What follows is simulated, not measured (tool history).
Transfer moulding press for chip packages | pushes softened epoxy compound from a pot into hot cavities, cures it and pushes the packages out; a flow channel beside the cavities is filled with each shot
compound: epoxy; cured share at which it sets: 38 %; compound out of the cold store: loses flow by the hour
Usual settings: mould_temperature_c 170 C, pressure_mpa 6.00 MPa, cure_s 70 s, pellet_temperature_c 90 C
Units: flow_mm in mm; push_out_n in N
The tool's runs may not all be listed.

| run | day | mould_temperature_c | pressure_mpa | cure_s | pellet_temperature_c | incoming compound's hours out of the cold store | flow_mm | push_out_n |
|---|---|---|---|---|---|---|---|---|
| 1 | 0.000 | 170 | 6.00 | 70 | 90 | 39.5 | 720 | 411 |
|  | 0.292 | cavities cleaned with cleaning compound and waxed |
| 2 | 0.558 | 170 | 6.00 | 70 | 90 | 11.0 | 832 | 336 |
| 3 | 1.167 | 170 | 6.00 | 70 | 90 | 26.4 | 765 | 370 |
| 4 | 1.583 | 170 | 6.00 | 70 | 90 | 41.9 | 703 | 396 |
| 5 | 1.988 | 170 | 6.00 | 70 | 90 | 44.3 | 689 | 406 |
|  | 2.258 | cavities cleaned with cleaning compound and waxed |
| 6 | 2.600 | 170 | 6.00 | 70 | 90 | 12.6 | 829 | 332 |
| 7 | 3.004 | 170 | 6.00 | 70 | 90 | 35.1 | 730 | 360 |
| 8 | 3.646 | 170 | 6.00 | 70 | 90 | 16.2 | 799 | 407 |
|  | 4.250 | cavities cleaned with cleaning compound and waxed |
| 9 | 4.308 | 170 | 6.00 | 70 | 90 | 10.1 | 828 | 315 |
| 10 | 4.758 | 170 | 6.00 | 70 | 90 | 22.7 | 775 | 351 |
| 11 | 5.150 | 170 | 6.00 | 70 | 90 | 12.0 | 817 | 381 |
| 12 | 5.496 | 169 | 6.00 | 70 | 90 | 42.6 | 698 | 387 |
|  | 6.238 | cavities cleaned with cleaning compound and waxed |
| 13 | 6.238 | 169 | 6.00 | 70 | 90 | 36.0 | 726 | 321 |
|  | 6.383 | mould's thermocouples calibrated |
| 14 | 6.617 | 170 | 5.44 | 70 | 90 | 35.7 | 681 | 335 |
| 15 | 7.079 | 170 | 5.44 | 70 | 90 | 46.7 | 636 | 362 |
| 16 | 7.650 | 170 | 6.00 | 70 | 89 | 45.2 | 685 | 391 |
|  | 7.788 | plunger's sealing rings changed |
| 17 | 8.262 | 169 | 6.00 | 70 | 94 | 35.6 | 732 | 413 |
|  | 8.421 | cavities cleaned with cleaning compound and waxed |
| 18 | 8.942 | 169 | 6.00 | 70 | 94 | 39.5 | 719 | 332 |
| 19 | 9.308 | 163 | 5.78 | 70 | 90 | 42.4 | 707 | 499 |
| 20 | 9.988 | 175 | 4.99 | 54 | 95 | 17.3 | 727 | 472 |
|  | 10.425 | cavities cleaned with cleaning compound and waxed |
| 21 | 10.446 | 175 | 4.99 | 54 | 95 | 23.4 | 697 | 346 |
|  | 10.617 | mould's thermocouples calibrated, once more |
| 22 | 11.004 | 170 | 7.42 | 70 | 95 | 18.4 | 895 | 361 |
| 23 | 11.438 | 166 | 6.00 | 70 | 93 | 35.0 | 738 | 464 |
| 24 | 11.929 | 167 | 4.53 | 70 | 91 | 34.8 | 642 | 468 |
| 25 | 12.312 | 167 | 4.69 | 84 | 91 | 21.6 | 701 | 397 |
|  | 12.496 | cavities cleaned with cleaning compound and waxed |
| 26 | 12.842 | 167 | 6.70 | 84 | 91 | 33.0 | 785 | 324 |
| 27 | 13.450 | 172 | 6.00 | 70 | 90 | 24.5 | 761 | 374 |
| 28 | 13.958 | 172 | 4.87 | 90 | 90 | 14.2 | 732 | 329 |
|  | 14.467 | cavities cleaned with cleaning compound and waxed |
| 29 | 14.579 | 164 | 4.87 | 90 | 81 | 39.7 | 648 | 311 |

Forecast each of these 3 alternatives for the next run:
| A | 15.062 | 175 | 7.27 | 90 | 81 | 14.2 | ? | ? |
| B | 15.062 | 163 | 6.97 | 70 | 82 | 46.4 | ? | ? |
| C | 15.062 | 170 | 6.21 | 70 | 90 | 8.5 | ? | ? |

| run | flow_mm | push_out_n |
|---|---|---|
| A | 881 | 287 |
| B | 749 | 536 |
| C | 851 | 378 |
Without the tool's hidden state the same runs would have given:
| run | flow_mm | push_out_n |
|---|---|---|
| A | 898 | 243 |
| B | 764 | 450 |
| C | 868 | 318 |

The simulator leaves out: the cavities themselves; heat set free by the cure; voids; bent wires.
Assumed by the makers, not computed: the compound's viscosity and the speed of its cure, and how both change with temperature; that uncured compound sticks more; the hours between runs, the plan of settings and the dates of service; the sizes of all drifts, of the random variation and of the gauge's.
